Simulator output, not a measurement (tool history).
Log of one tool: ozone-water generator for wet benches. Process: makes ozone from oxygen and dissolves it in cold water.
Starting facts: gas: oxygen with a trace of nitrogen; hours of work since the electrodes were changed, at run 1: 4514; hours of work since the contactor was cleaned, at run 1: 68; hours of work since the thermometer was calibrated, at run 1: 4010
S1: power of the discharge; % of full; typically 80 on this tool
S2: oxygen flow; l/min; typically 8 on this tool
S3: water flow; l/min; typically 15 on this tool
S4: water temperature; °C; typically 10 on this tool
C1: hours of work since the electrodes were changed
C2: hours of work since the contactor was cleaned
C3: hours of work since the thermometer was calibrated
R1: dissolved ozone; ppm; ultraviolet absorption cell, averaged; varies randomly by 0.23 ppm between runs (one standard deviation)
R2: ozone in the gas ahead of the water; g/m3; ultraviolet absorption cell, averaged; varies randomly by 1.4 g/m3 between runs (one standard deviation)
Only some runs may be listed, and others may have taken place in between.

run 1 hour=0 | S1=80 S2=8 S3=15 S4=10 | C1=4514 C2=68 C3=4010 | R1=30.5 R2=229.2
run 2 hour=166.9 | S1=80 S2=8 S3=10 S4=10 | C1=4626 C2=180 C3=4122 | R1=38.7 R2=230
run 3 hour=266.4 | S1=80 S2=8 S3=10 S4=10 | C1=4693 C2=247 C3=4188 | R1=38.5 R2=227.4
run 4 hour=454.8 | S1=81 S2=8 S3=15 S4=10 | C1=4818 C2=372 C3=4314 | R1=30.7 R2=228.5
run 5 hour=577.1 | S1=81 S2=8 S3=15 S4=10 | C1=4900 C2=454 C3=4396 | R1=30.1 R2=229.3
run 6 hour=727.7 | S1=80 S2=8 S3=15 S4=9 | C1=5001 C2=555 C3=4497 | R1=30.5 R2=225.8
run 7 hour=884 | S1=80 S2=8 S3=15 S4=9 | C1=5105 C2=659 C3=4601 | R1=30.3 R2=224
run 8 hour=1012.4 | S1=80 S2=8 S3=9 S4=10 | C1=5191 C2=745 C3=4687 | R1=39.7 R2=223.6
run 9 hour=1187.3 | S1=80 S2=8 S3=9 S4=10 | C1=5308 C2=862 C3=4804 | R1=39.9 R2=222.8
run 10 hour=1376 | S1=80 S2=8 S3=22 S4=10 | C1=5434 C2=988 C3=4930 | R1=22.5 R2=223.2
run 11 hour=1465.1 | S1=80 S2=8 S3=22 S4=10 | C1=5494 C2=1048 C3=4989 | R1=22.5 R2=223.7
run 12 hour=1589.1 | S1=80 S2=8 S3=22 S4=10 | C1=5577 C2=1131 C3=5072 | R1=22.6 R2=222.9
-- hour=1643.7 water thermometer calibrated
run 13 hour=1694.5 | S1=80 S2=8 S3=22 S4=10 | C1=5647 C2=1201 C3=34 | R1=22.6 R2=219.9
run 14 hour=1872.4 | S1=80 S2=5.1 S3=15 S4=11 | C1=5766 C2=1320 C3=153 | R1=27.8 R2=264.8
run 15 hour=1993.3 | S1=95 S2=5.29 S3=10 S4=7 | C1=5847 C2=1401 C3=234 | R1=43.8 R2=291
run 16 hour=2084.8 | S1=95 S2=5.29 S3=10 S4=7 | C1=5908 C2=1462 C3=295 | R1=43.4 R2=289.9
run 17 hour=2168.3 | S1=41 S2=8 S3=15 S4=7 | C1=5964 C2=1518 C3=351 | R1=20.8 R2=151
run 18 hour=2344.6 | S1=63 S2=5.04 S3=16 S4=13 | C1=6081 C2=1635 C3=469 | R1=22.3 R2=230.1
run 19 hour=2452.8 | S1=63 S2=5.04 S3=16 S4=13 | C1=6154 C2=1708 C3=541 | R1=22 R2=231.1
run 20 hour=2576.6 | S1=80 S2=8 S3=22 S4=10 | C1=6236 C2=1791 C3=624 | R1=21.7 R2=216.6

The next listed run, before its measurement:
run 21 hour=2677.2 | S1=80 S2=8 S3=10 S4=10 | C1=6304 C2=1858 C3=691 | R1=? R2=?

Run 21 came out at R1 36.4 ppm, R2 216.5 g/m3.
With no hidden state in the tool, this same run would have given R1 44.7 ppm, R2 258.9 g/m3.

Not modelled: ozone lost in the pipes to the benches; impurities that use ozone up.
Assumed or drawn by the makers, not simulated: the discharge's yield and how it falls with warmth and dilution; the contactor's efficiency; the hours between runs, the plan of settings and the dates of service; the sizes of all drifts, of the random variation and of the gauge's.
